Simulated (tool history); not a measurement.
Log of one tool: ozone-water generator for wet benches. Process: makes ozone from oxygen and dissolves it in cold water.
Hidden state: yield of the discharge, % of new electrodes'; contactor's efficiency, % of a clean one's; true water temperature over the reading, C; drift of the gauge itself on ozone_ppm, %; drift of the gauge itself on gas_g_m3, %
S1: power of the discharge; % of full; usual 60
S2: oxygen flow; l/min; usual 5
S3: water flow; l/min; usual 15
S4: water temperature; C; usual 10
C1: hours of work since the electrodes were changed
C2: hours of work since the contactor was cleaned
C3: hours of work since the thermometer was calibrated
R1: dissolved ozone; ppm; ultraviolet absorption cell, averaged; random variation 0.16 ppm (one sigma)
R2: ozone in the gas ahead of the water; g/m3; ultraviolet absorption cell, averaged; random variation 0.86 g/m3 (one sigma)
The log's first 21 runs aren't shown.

Run 22, hour 1209.7: usual settings but S1 61 % of full, S4 17 C; C1 930; C2 3968; C3 627. Result: R1 18.2 ppm, R2 140.2 g/m3.
Run 23, hour 1276.9: usual settings but S1 65 % of full, S2 4.99 l/min, S3 11 l/min, S4 17 C; C1 975; C2 4014; C3 673. Result: R1 24.5 ppm, R2 149.9 g/m3.
Run 24, hour 1350.4: usual settings but S2 2.97 l/min; C1 1025; C2 4064; C3 723. Result: R1 19 ppm, R2 181.8 g/m3.
Run 25, hour 1408.4: usual settings but S2 2.97 l/min; C1 1064; C2 4103; C3 762. Result: R1 19 ppm, R2 181.6 g/m3.
Run 26, hour 1458.8: usual settings but S2 7.86 l/min, S3 12 l/min, S4 11 C; C1 1099; C2 4137; C3 796. Result: R1 23.3 ppm, R2 111.9 g/m3.
Run 27, hour 1508.8: usual settings but S2 7.86 l/min, S3 12 l/min, S4 6 C; C1 1132; C2 4171; C3 830. Result: R1 25.6 ppm, R2 112.3 g/m3.
Run 28, hour 1594: usual settings but S3 10 l/min, S4 13 C; C1 1190; C2 4229; C3 888. Result: R1 26.1 ppm, R2 139.5 g/m3.
Run 29, hour 1645.8: usual settings but S3 12 l/min, S4 13 C; C1 1225; C2 4264; C3 923. Result: R1 23.2 ppm, R2 138.7 g/m3.
Run 30, hour 1687: usual settings but S2 4.36 l/min, S3 11 l/min, S4 12 C; C1 1253; C2 4292; C3 951. Result: R1 25.1 ppm, R2 150.6 g/m3.
Run 31, hour 1752.2: usual settings but S2 4.36 l/min, S3 11 l/min, S4 12 C; C1 1297; C2 4336; C3 995. Result: R1 25 ppm, R2 150.9 g/m3.
Run 32, hour 1811.4: usual settings but S2 5.33 l/min, S3 11 l/min; C1 1337; C2 4376; C3 1035. Result: R1 25.5 ppm, R2 134 g/m3.

Forecast each of these 4 alternatives for the next run:
Run A, hour 1884.3: usual settings but S1 77 % of full, S2 5.16 l/min, S3 11 l/min; C1 1387; C2 4425; C3 1084. Result: R1 ?, R2 ?.
Run B, hour 1884.3: usual settings but S4 17 C; C1 1387; C2 4425; C3 1084. Result: R1 ?, R2 ?.
Run C, hour 1884.3: usual settings but S2 4.89 l/min, S3 11 l/min; C1 1387; C2 4425; C3 1084. Result: R1 ?, R2 ?.
Run D, hour 1884.3: usual settings but S1 65 % of full, S2 4.03 l/min; C1 1387; C2 4425; C3 1084. Result: R1 ?, R2 ?.

run    R1     R2
  A  31.6  167.2
  B  18.3  139.9
  C  25.7    141
  D  21.5    166
Without the tool's hidden state the same runs would have given:
run    R1     R2
  A  31.6  167.3
  B  18.3    140
  C  25.7  141.1
  D  21.6  166.1
